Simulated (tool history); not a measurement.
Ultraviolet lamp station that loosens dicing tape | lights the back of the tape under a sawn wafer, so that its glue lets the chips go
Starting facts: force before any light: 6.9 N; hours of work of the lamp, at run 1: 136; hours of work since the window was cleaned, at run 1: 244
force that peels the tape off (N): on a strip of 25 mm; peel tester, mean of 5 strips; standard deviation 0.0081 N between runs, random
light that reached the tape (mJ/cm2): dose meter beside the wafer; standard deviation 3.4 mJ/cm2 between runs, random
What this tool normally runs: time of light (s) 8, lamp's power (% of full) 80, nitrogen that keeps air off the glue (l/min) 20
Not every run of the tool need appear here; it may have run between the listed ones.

run,hour,time of light (s),lamp's power (% of full),nitrogen that keeps air off the glue (l/min),hours of work of the lamp,hours of work since the window was cleaned,force that peels the tape off (N),light that reached the tape (mJ/cm2)
1,0,8,80,20,136,244,0.383,490
2,8.8,8,80,20,141,249,0.38,486
3,16.9,8,80,20,146,254,0.388,490
4,26.5,8,80,26,152,259,0.354,483
5,38.3,8,63,20,158,266,0.573,381
6,47.8,8,86,20,164,272,0.35,520
7,53.9,10,80,20,168,275,0.302,601
8,61.1,10,80,20,172,279,0.29,602
9,71.9,8,70,20,178,286,0.465,418
10,81.8,8,70,20,184,291,0.496,412
# hour 83.5: window cleaned of glue's vapour
11,89.3,8,80,20,188,3,0.406,467
12,101.8,8,80,20,195,11,0.406,461
13,110.7,4,80,26,200,16,1.196,233
14,120,13,96,23,206,21,0.243,897
15,129.3,13,73,7,211,27,0.345,685
# hour 137: window cleaned of glue's vapour, once more
16,138.7,5,80,18,216,1,0.788,324
17,146.1,10,90,13,220,5,0.268,729
18,152.5,8,82,20,224,9,0.335,534
19,160,8,82,20,229,13,0.337,534
20,168.9,8,82,20,234,19,0.327,524
21,178.8,15,82,8,239,24,0.247,984
22,187.3,15,82,16,244,29,0.245,991
23,197.8,15,85,24,251,35,0.234,1023

Each row is a separate what-if for the run after 23, all from the same tool condition, not one after another. Results?
A,204.1,15,80,28,254,39,?,?
B,204.1,7,80,20,254,39,?,?
C,204.1,8,80,11,254,39,?,?
D,204.1,12,92,6,254,39,?,?
E,204.1,13,80,20,254,39,?,?

run,force that peels the tape off (N),light that reached the tape (mJ/cm2)
A,0.223,956
B,0.435,443
C,0.423,509
D,0.251,876
E,0.241,826
What these runs would have given with no unlogged condition in the tool:
run,force that peels the tape off (N),light that reached the tape (mJ/cm2)
A,0.222,1053
B,0.375,488
C,0.364,561
D,0.238,965
E,0.236,910
